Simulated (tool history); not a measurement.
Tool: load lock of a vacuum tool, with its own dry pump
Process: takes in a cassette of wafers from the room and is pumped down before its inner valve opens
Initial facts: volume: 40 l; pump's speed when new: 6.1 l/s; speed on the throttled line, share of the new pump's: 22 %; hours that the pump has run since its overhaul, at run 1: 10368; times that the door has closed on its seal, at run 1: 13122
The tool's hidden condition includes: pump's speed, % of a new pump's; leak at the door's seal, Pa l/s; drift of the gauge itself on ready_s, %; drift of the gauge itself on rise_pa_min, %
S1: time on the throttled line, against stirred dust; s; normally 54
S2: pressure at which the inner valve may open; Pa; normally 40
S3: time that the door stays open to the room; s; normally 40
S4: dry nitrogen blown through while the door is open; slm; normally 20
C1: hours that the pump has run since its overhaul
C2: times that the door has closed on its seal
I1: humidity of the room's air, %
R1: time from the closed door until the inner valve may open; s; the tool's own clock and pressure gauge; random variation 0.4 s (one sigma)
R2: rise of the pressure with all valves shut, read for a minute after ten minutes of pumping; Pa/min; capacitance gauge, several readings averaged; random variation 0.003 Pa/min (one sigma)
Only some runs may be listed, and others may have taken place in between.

run,hour,S1,S2,S3,S4,C1,C2,I1,R1,R2
1,0,54,40,40,20,10368,13122,42.1,95.5,0.066
2,355.7,54,40,40,20,10724,13507,43.4,97.1,0.071
3,739.3,54,40,40,20,11108,13923,46.3,95.5,0.076
4,1073.3,54,40,40,20,11442,14285,44.8,96.5,0.079
5,1354,54,40,40,20,11722,14589,43.9,96.2,0.078
6,1989.1,54,40,40,20,12357,15277,41.2,95.4,0.079
7,2389.2,54,40,40,20,12758,15710,46.4,96.2,0.088
8,2978,54,43,40,20,13346,16348,41.2,96.4,0.089
9,3249.2,54,43,40,20,13618,16641,46.4,96,0.092
10,3836.3,54,43,40,20,14205,17277,47,96.7,0.102
11,4109.2,54,43,40,20,14478,17573,42.8,95.8,0.091
12,4672.1,54,43,40,20,15040,18183,46.4,95.8,0.1
13,4984.5,54,43,40,20,15353,18521,45.5,97,0.102
14,5334.5,54,43,40,20,15703,18900,48.2,97.3,0.102
15,5787.6,54,43,40,6,16156,19391,44.5,96.8,0.114
16,6177.5,54,40,40,20,16546,19813,47,97.7,0.108
17,6809.6,54,40,40,20,17178,20498,43.9,97.2,0.114
18,7419.5,54,40,40,20,17788,21159,47,97.2,0.123
19,7751.6,32,63,113,12,18120,21518,42.6,78.3,0.141
20,8325.5,32,63,113,12,18694,22140,43.8,77.3,0.142
21,8622.8,32,57,113,12,18991,22462,44.5,79.6,0.146
22,9172.9,32,57,113,12,19541,23058,45.1,79,0.155
23,9582.6,68,40,46,32,19951,23502,46.8,108.9,0.132
24,10008.7,68,40,46,32,20377,23963,44.4,108.7,0.133
25,10555.3,54,53,40,20,20924,24555,45.5,97.1,0.144
26,11175.1,69,53,40,20,21543,25226,47.9,108.2,0.157
27,11752.3,28,29,40,9,22121,25852,45.6,81.3,0.159
28,12344.3,28,29,40,9,22713,26493,46.7,82.4,0.167
29,12673.6,103,40,40,20,23042,26850,44.3,136.4,0.155
30,13041.1,65,40,54,20,23409,27248,43.7,108.2,0.166

Run 31 is up next; what results do you expect?
31,13328.1,71,40,54,20,23696,27558,42.3,?,?

R1: 112.7 s
R2: 0.169 Pa/min
Were there no unlogged condition in the tool, this run, its random variation unchanged, would have produced R1 107.9 s, R2 0.022 Pa/min.
